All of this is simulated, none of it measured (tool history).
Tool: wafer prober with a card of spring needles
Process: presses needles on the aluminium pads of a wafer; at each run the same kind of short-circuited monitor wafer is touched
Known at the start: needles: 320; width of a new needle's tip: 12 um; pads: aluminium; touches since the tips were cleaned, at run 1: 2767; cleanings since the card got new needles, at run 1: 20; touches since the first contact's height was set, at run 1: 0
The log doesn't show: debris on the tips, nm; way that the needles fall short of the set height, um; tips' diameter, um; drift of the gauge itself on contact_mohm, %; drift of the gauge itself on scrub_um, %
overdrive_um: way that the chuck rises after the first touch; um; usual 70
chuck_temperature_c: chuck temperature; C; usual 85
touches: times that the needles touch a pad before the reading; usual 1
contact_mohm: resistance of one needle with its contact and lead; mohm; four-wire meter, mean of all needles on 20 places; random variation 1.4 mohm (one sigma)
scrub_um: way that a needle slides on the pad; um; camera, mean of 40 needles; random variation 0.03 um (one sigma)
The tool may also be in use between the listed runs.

run    day  overdrive_um  chuck_temperature_c  touches  touches since the tips were cleaned  cleanings since the card got new needles  touches since the first contact's height was set  contact_mohm  scrub_um
  1      0            70                   85        1                                 2767                                        20                                                 0           164      9.03
     0.162  -- tips cleaned on abrasive film
  2  0.421            71                   85        1                                 2053                                        21                                              3295           155      9.17
     0.671  -- tips cleaned on abrasive film
  3  0.842            71                   85        1                                 1356                                        22                                              6588           149      9.14
     1.183  -- tips cleaned on abrasive film
  4  1.283            71                   85        1                                  772                                        23                                             10047           140      9.14
     1.679  -- tips cleaned on abrasive film
  5  1.679            71                   85        1                                    0                                        24                                             13132           127      9.12
  6  1.983            71                  104        1                                 2405                                        24                                             15537           165      9.15
     2.175  -- tips cleaned on abrasive film
  7  2.225            70                   85        1                                  380                                        25                                             17419           133      8.95
  8  2.479            70                   85        1                                 2394                                        25                                             19433           160      8.97
     2.533  -- height of the first contact set anew
     2.679  -- tips cleaned on abrasive film
  9  2.796            70                   85        1                                  903                                        26                                              2033           144      8.94
     3.171  -- tips cleaned on abrasive film
 10  3.179            75                   96        2                                   81                                        27                                              5060           124      9.62
 11  3.446            75                   96        2                                 2164                                        27                                              7143           140      9.64
     3.679  -- tips cleaned on abrasive film
 12  3.688            73                   46        1                                   86                                        28                                              9044           120       9.4
 13  4.004            77                   34        2                                 2564                                        28                                             11522           136      9.84
     4.192  -- tips cleaned on abrasive film
 14  4.421            77                   34        2                                 1801                                        29                                             14795           132      9.85
     4.675  -- height of the first contact set anew, once more
     4.704  -- tips cleaned on abrasive film
 15  4.829            58                   46        1                                 1002                                        30                                              1182           150      7.48

Run 16 comes next. What will it give?
     5.212  -- tips cleaned on abrasive film
 16  5.229            58                   46        1                                  134                                        31                                              4294             ?         ?

{"run 16": {"contact_mohm": 132, "scrub_um": 7.48}}
Without the tool's hidden state the same run would have given contact_mohm 120 mohm, scrub_um 7.5 um.

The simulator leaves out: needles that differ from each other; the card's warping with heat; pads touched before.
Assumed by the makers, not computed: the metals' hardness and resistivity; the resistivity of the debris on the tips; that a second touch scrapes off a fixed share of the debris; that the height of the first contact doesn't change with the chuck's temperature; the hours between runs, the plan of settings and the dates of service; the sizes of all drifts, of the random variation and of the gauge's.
